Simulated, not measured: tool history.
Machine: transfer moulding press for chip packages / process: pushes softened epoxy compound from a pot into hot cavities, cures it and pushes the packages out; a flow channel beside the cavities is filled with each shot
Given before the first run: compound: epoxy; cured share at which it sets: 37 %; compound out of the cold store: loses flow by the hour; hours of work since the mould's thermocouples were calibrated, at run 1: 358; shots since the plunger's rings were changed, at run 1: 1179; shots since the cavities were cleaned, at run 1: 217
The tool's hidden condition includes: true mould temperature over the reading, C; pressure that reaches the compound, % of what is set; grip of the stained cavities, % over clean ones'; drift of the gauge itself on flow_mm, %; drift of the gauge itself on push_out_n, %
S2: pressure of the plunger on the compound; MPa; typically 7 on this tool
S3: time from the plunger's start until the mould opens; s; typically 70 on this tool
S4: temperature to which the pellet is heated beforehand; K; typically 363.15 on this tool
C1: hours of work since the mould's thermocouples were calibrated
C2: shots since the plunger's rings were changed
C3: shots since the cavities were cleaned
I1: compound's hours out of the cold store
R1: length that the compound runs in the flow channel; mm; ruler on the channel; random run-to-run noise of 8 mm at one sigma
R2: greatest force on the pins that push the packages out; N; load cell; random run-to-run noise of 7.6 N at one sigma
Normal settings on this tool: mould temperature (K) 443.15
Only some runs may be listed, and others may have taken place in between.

Run 1, hour 0: usual settings; C1 358; C2 1179; C3 217; I1 18.6. Result: R1 934 mm, R2 331 N.
At hour 45.9: cavities cleaned with cleaning compound and waxed.
Run 2, hour 50.6: usual settings; C1 378; C2 1605; C3 41; I1 13.6. Result: R1 959 mm, R2 334 N.
Run 3, hour 100.2: usual settings but S2 8.34 MPa; C1 398; C2 2035; C3 471; I1 29.1. Result: R1 950 mm, R2 306 N.
At hour 115.9: cavities cleaned with cleaning compound and waxed.
At hour 182.8: cavities cleaned with cleaning compound and waxed.
Run 4, hour 190.3: usual settings; C1 433; C2 2791; C3 65; I1 26.4. Result: R1 871 mm, R2 324 N.
Run 5, hour 234.9: usual settings; C1 451; C2 3178; C3 452; I1 45.4. Result: R1 809 mm, R2 300 N.
At hour 250.1: cavities cleaned with cleaning compound and waxed.
At hour 319.7: cavities cleaned with cleaning compound and waxed.
Run 6, hour 330.4: usual settings; C1 489; C2 3980; C3 93; I1 29.5. Result: R1 880 mm, R2 309 N.
Run 7, hour 374.9: usual settings; C1 507; C2 4367; C3 480; I1 32.3. Result: R1 860 mm, R2 311 N.
At hour 392.5: cavities cleaned with cleaning compound and waxed.
At hour 401.5: mould's thermocouples calibrated.
Run 8, hour 433.5: usual settings; C1 13; C2 4845; C3 339; I1 24.4. Result: R1 912 mm, R2 310 N.
At hour 463.8: cavities cleaned with cleaning compound and waxed.
Run 9, hour 510.6: usual settings; C1 44; C2 5501; C3 407; I1 35.5. Result: R1 857 mm, R2 309 N.
At hour 530.9: cavities cleaned with cleaning compound and waxed.
Run 10, hour 581: usual settings; C1 72; C2 6098; C3 434; I1 40.6. Result: R1 829 mm, R2 299 N.
At hour 600.7: cavities cleaned with cleaning compound and waxed.
At hour 636: plunger's sealing rings changed.
Run 11, hour 645.4: usual settings; C1 96; C2 82; C3 366; I1 39.7. Result: R1 826 mm, R2 303 N.
At hour 672: cavities cleaned with cleaning compound and waxed.
Run 12, hour 725.3: usual settings but S3 98 s; C1 128; C2 762; C3 463; I1 47.2. Result: R1 785 mm, R2 228 N.
At hour 740.3: cavities cleaned with cleaning compound and waxed.
Run 13, hour 771.2: usual settings but S3 98 s; C1 146; C2 1148; C3 269; I1 41.2. Result: R1 817 mm, R2 236 N.
At hour 806.3: cavities cleaned with cleaning compound and waxed.
Run 14, hour 814.8: usual settings but S3 78 s; C1 163; C2 1513; C3 74; I1 18.1. Result: R1 937 mm, R2 269 N.
Run 15, hour 868.9: usual settings but mould temperature (K) 449.15, S2 5.71 MPa, S3 62 s; C1 185; C2 1982; C3 543; I1 43.8. Result: R1 709 mm, R2 275 N.
At hour 877.6: cavities cleaned with cleaning compound and waxed.
At hour 944.8: cavities cleaned with cleaning compound and waxed.
Run 16, hour 944.8: usual settings but S4 357.15 K; C1 215; C2 2615; C3 0; I1 47.3. Result: R1 794 mm, R2 294 N.

Forecast run 17:
At hour 1014.7: cavities cleaned with cleaning compound and waxed.
Run 17, hour 1036.1: usual settings but S3 95 s; C1 251; C2 3394; C3 185; I1 14.3. Result: R1 ?, R2 ?.

R1: 948 mm
R2: 235 N
Had the tool carried no hidden state, the very same run would have given R1 949 mm, R2 234 N.
